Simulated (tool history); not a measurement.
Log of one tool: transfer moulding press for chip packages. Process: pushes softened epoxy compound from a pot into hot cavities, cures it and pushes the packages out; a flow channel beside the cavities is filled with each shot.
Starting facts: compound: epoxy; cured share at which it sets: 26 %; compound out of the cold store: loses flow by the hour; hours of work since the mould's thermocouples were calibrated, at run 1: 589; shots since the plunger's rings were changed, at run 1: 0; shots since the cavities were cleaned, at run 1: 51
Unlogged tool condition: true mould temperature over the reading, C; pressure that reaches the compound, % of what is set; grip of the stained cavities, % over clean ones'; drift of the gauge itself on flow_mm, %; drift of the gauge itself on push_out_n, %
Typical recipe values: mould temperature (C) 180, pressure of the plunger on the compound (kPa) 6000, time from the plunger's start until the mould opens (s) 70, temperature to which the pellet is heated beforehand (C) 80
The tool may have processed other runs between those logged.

| run | hour | mould temperature (C) | pressure of the plunger on the compound (kPa) | time from the plunger's start until the mould opens (s) | temperature to which the pellet is heated beforehand (C) | hours of work since the mould's thermocouples were calibrated | shots since the plunger's rings were changed | shots since the cavities were cleaned | incoming compound's hours out of the cold store | length that the compound runs in the flow channel (mm) | greatest force on the pins that push the packages out (N) |
|---|---|---|---|---|---|---|---|---|---|---|---|
| 1 | 0 | 180 | 6000 | 70 | 80 | 589 | 0 | 51 | 39.7 | 781 | 584 |
| 2 | 27.4 | 180 | 6000 | 70 | 80 | 610 | 434 | 485 | 12.7 | 928 | 873 |
|  | 61.1 | cavities cleaned with cleaning compound and waxed |
| 3 | 63.9 | 180 | 6000 | 70 | 77 | 636 | 987 | 45 | 30.1 | 824 | 654 |
|  | 128 | mould's thermocouples calibrated |
|  | 129.5 | cavities cleaned with cleaning compound and waxed |
| 4 | 129.5 | 180 | 6000 | 70 | 85 | 0 | 1969 | 1 | 40.4 | 761 | 501 |
| 5 | 185.1 | 180 | 6000 | 70 | 85 | 42 | 2849 | 881 | 36.1 | 755 | 779 |
|  | 197 | cavities cleaned with cleaning compound and waxed |
| 6 | 221.6 | 180 | 6000 | 54 | 80 | 68 | 3402 | 388 | 10.3 | 893 | 1556 |
|  | 259.5 | cavities cleaned with cleaning compound and waxed |
| 7 | 264 | 180 | 6000 | 70 | 80 | 99 | 4050 | 73 | 31.6 | 774 | 601 |
|  | 323.2 | cavities cleaned with cleaning compound and waxed |
| 8 | 327.8 | 180 | 6000 | 70 | 80 | 145 | 5034 | 72 | 26.1 | 790 | 601 |
|  | 349.1 | plunger's sealing rings changed |
| 9 | 369.4 | 180 | 6000 | 70 | 80 | 175 | 321 | 691 | 33.2 | 807 | 828 |
|  | 390.6 | cavities cleaned with cleaning compound and waxed |
| 10 | 433 | 180 | 5590 | 70 | 80 | 221 | 1304 | 671 | 21.1 | 833 | 881 |
|  | 454.2 | cavities cleaned with cleaning compound and waxed |
| 11 | 479.9 | 180 | 5590 | 70 | 80 | 255 | 2022 | 406 | 24.5 | 812 | 770 |
|  | 517.2 | cavities cleaned with cleaning compound and waxed |
| 12 | 537.9 | 180 | 5590 | 70 | 80 | 298 | 2916 | 328 | 14 | 850 | 795 |
|  | 580.7 | cavities cleaned with cleaning compound and waxed |
| 13 | 581.4 | 182 | 6290 | 78 | 72 | 329 | 3580 | 11 | 36.8 | 767 | 385 |
| 14 | 639.7 | 177 | 6290 | 59 | 75 | 373 | 4503 | 934 | 17.7 | 871 | 1734 |
|  | 645.5 | cavities cleaned with cleaning compound and waxed |
|  | 698.5 | plunger's sealing rings changed |
| 15 | 704 | 177 | 6290 | 59 | 75 | 418 | 86 | 886 | 35 | 825 | 1600 |
|  | 710.4 | cavities cleaned with cleaning compound and waxed |
| 16 | 733.6 | 177 | 6290 | 59 | 75 | 439 | 530 | 366 | 8.9 | 977 | 1614 |
|  | 774 | cavities cleaned with cleaning compound and waxed |
| 17 | 783 | 177 | 4720 | 59 | 73 | 475 | 1288 | 142 | 30.6 | 722 | 1283 |
| 18 | 814.1 | 187 | 5530 | 70 | 80 | 498 | 1780 | 634 | 10 | 871 | 586 |
|  | 839.1 | cavities cleaned with cleaning compound and waxed |
| 19 | 852.8 | 180 | 6270 | 70 | 80 | 526 | 2368 | 216 | 8.9 | 952 | 797 |
|  | 904.2 | cavities cleaned with cleaning compound and waxed |
| 20 | 914.6 | 180 | 6000 | 82 | 80 | 571 | 3323 | 165 | 22.8 | 833 | 455 |
| 21 | 951.3 | 180 | 6800 | 70 | 80 | 599 | 3904 | 746 | 34.3 | 816 | 833 |
|  | 966.7 | cavities cleaned with cleaning compound and waxed |
| 22 | 987 | 180 | 6800 | 70 | 80 | 624 | 4444 | 320 | 11.9 | 924 | 799 |
| 23 | 1015.3 | 180 | 6800 | 86 | 80 | 646 | 4892 | 768 | 20.7 | 872 | 572 |

What if the next run were any one of these 3? Each begins from the tool's condition after run 23:
|  | 1029.6 | cavities cleaned with cleaning compound and waxed |
|  | 1046.9 | plunger's sealing rings changed |
|  | 1074.9 | mould's thermocouples calibrated |
| A | 1076.4 | 183 | 7060 | 86 | 84 | 1 | 434 | 669 | 12.3 | ? | ? |
|  | 1029.6 | cavities cleaned with cleaning compound and waxed |
|  | 1046.9 | plunger's sealing rings changed |
|  | 1074.9 | mould's thermocouples calibrated |
| B | 1076.4 | 183 | 4860 | 70 | 80 | 1 | 434 | 669 | 42.4 | ? | ? |
|  | 1029.6 | cavities cleaned with cleaning compound and waxed |
|  | 1046.9 | plunger's sealing rings changed |
|  | 1074.9 | mould's thermocouples calibrated |
| C | 1076.4 | 174 | 6000 | 70 | 75 | 1 | 434 | 669 | 30 | ? | ? |

| run | length that the compound runs in the flow channel (mm) | greatest force on the pins that push the packages out (N) |
|---|---|---|
| A | 991 | 493 |
| B | 677 | 622 |
| C | 830 | 1265 |
Stripped of hidden state, with their random variation kept, the same runs would have yielded:
| run | length that the compound runs in the flow channel (mm) | greatest force on the pins that push the packages out (N) |
|---|---|---|
| A | 999 | 325 |
| B | 682 | 408 |
| C | 836 | 834 |

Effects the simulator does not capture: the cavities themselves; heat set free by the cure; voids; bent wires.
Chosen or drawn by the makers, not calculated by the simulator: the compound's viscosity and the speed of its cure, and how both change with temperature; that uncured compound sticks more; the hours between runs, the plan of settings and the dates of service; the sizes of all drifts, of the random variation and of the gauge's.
